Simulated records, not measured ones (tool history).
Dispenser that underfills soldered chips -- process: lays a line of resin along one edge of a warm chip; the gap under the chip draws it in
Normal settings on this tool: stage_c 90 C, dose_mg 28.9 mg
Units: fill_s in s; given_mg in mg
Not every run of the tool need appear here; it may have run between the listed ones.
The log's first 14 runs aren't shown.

-- hour=161.6 new syringe of resin
run 15 hour=162.7 | stage_c=90 dose_mg=28.9 | fill_s=173.4 given_mg=27.59
-- hour=171.6 new syringe of resin
run 16 hour=175.1 | stage_c=90 dose_mg=28.9 | fill_s=192.8 given_mg=27.41
-- hour=182.2 new syringe of resin
run 17 hour=189.2 | stage_c=90 dose_mg=28.9 | fill_s=231.6 given_mg=27.27
-- hour=191.6 new syringe of resin
run 18 hour=197.7 | stage_c=90 dose_mg=28.9 | fill_s=225.5 given_mg=27.3
-- hour=201.5 new syringe of resin
-- hour=203.5 dispensing valve cleaned and set on the balance
run 19 hour=205.8 | stage_c=94 dose_mg=34.9 | fill_s=169.2 given_mg=34.89
-- hour=212.2 new syringe of resin
run 20 hour=216.8 | stage_c=76 dose_mg=31.1 | fill_s=349 given_mg=30.95
-- hour=221.7 new syringe of resin
run 21 hour=226.8 | stage_c=81 dose_mg=36.7 | fill_s=296.7 given_mg=36.4
-- hour=231.5 new syringe of resin
run 22 hour=237.6 | stage_c=88 dose_mg=29.8 | fill_s=240.6 given_mg=29.42
-- hour=240.9 new syringe of resin
run 23 hour=245.9 | stage_c=88 dose_mg=29.8 | fill_s=228.9 given_mg=29.11
-- hour=250.2 new syringe of resin
run 24 hour=259 | stage_c=92 dose_mg=35.4 | fill_s=228.3 given_mg=34.54
-- hour=260.7 new syringe of resin
run 25 hour=267.8 | stage_c=76 dose_mg=28.9 | fill_s=391.6 given_mg=28.04
-- hour=271.1 new syringe of resin
-- hour=280.7 new syringe of resin
run 26 hour=284.1 | stage_c=75 dose_mg=27.8 | fill_s=347.3 given_mg=26.62
-- hour=291.5 new syringe of resin
-- hour=301.2 new syringe of resin
run 27 hour=301.2 | stage_c=88 dose_mg=24.9 | fill_s=181.6 given_mg=23.87
-- hour=310.5 new syringe of resin
run 28 hour=315.8 | stage_c=88 dose_mg=24.9 | fill_s=238.5 given_mg=23.83
-- hour=320.3 new syringe of resin
run 29 hour=325.3 | stage_c=99 dose_mg=29.6 | fill_s=155.3 given_mg=28.03
-- hour=330.9 new syringe of resin
run 30 hour=339.7 | stage_c=99 dose_mg=29.6 | fill_s=189.2 given_mg=27.71
-- hour=340.8 new syringe of resin
-- hour=350.7 new syringe of resin
-- hour=354.6 dispensing valve cleaned and set on the balance
run 31 hour=356.8 | stage_c=90 dose_mg=35.6 | fill_s=212.5 given_mg=35.64
-- hour=361.9 new syringe of resin
-- hour=371.5 new syringe of resin
run 32 hour=372.2 | stage_c=93 dose_mg=27.2 | fill_s=158.6 given_mg=26.91
run 33 hour=379.6 | stage_c=82 dose_mg=37.1 | fill_s=336.3 given_mg=36.68
-- hour=381 new syringe of resin
run 34 hour=387.4 | stage_c=75 dose_mg=31.9 | fill_s=397.6 given_mg=31.51

Predict each of these 4 candidate next runs independently; none follows another, all start after run 34:
-- hour=390.9 new syringe of resin
run A hour=394.6 | stage_c=105 dose_mg=36.3 | fill_s=? given_mg=?
-- hour=390.9 new syringe of resin
run B hour=394.6 | stage_c=98 dose_mg=31.9 | fill_s=? given_mg=?
-- hour=390.9 new syringe of resin
run C hour=394.6 | stage_c=90 dose_mg=26.2 | fill_s=? given_mg=?
-- hour=390.9 new syringe of resin
run D hour=394.6 | stage_c=104 dose_mg=31.7 | fill_s=? given_mg=?

run=A fill_s=115.4 given_mg=35.68
run=B fill_s=152.1 given_mg=31.65
run=C fill_s=202.7 given_mg=25.64
run=D fill_s=123.3 given_mg=31.15
Had the tool no hidden state, the same runs would have come out as:
run=A fill_s=89.5 given_mg=36.21
run=B fill_s=117.5 given_mg=32.12
run=C fill_s=155.8 given_mg=26.02
run=D fill_s=95.4 given_mg=31.61
